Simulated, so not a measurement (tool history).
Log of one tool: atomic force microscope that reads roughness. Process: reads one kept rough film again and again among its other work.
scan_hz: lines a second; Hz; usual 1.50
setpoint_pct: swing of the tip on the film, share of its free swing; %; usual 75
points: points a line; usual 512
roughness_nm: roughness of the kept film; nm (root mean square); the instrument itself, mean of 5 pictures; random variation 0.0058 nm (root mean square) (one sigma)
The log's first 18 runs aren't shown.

Run 19, hour 536.0: usual settings but scan_hz 0.63 Hz. Result: roughness_nm 1.744 nm (root mean square).
Run 20, hour 561.9: usual settings. Result: roughness_nm 1.648 nm (root mean square).
Run 21, hour 589.3: usual settings. Result: roughness_nm 1.637 nm (root mean square).
At hour 593.6: new tip fitted.
Run 22, hour 622.1: usual settings. Result: roughness_nm 1.679 nm (root mean square).
Run 23, hour 649.8: usual settings but setpoint_pct 66 %, points 433. Result: roughness_nm 1.707 nm (root mean square).
Run 24, hour 671.6: usual settings but scan_hz 2.95 Hz. Result: roughness_nm 1.517 nm (root mean square).
At hour 678.9: new tip fitted.
Run 25, hour 715.1: usual settings but scan_hz 2.71 Hz, setpoint_pct 74 %, points 800. Result: roughness_nm 1.570 nm (root mean square).
Run 26, hour 755.0: usual settings but scan_hz 1.59 Hz, points 260. Result: roughness_nm 1.620 nm (root mean square).

Run 27 comes next. What will it give?
At hour 765.5: new tip fitted.
Run 27, hour 782.9: usual settings but scan_hz 1.59 Hz, points 260. Result: roughness_nm ?.

Run 27 gave roughness_nm 1.650 nm (root mean square).
Without the tool's hidden state the same run would have given roughness_nm 1.670 nm (root mean square).
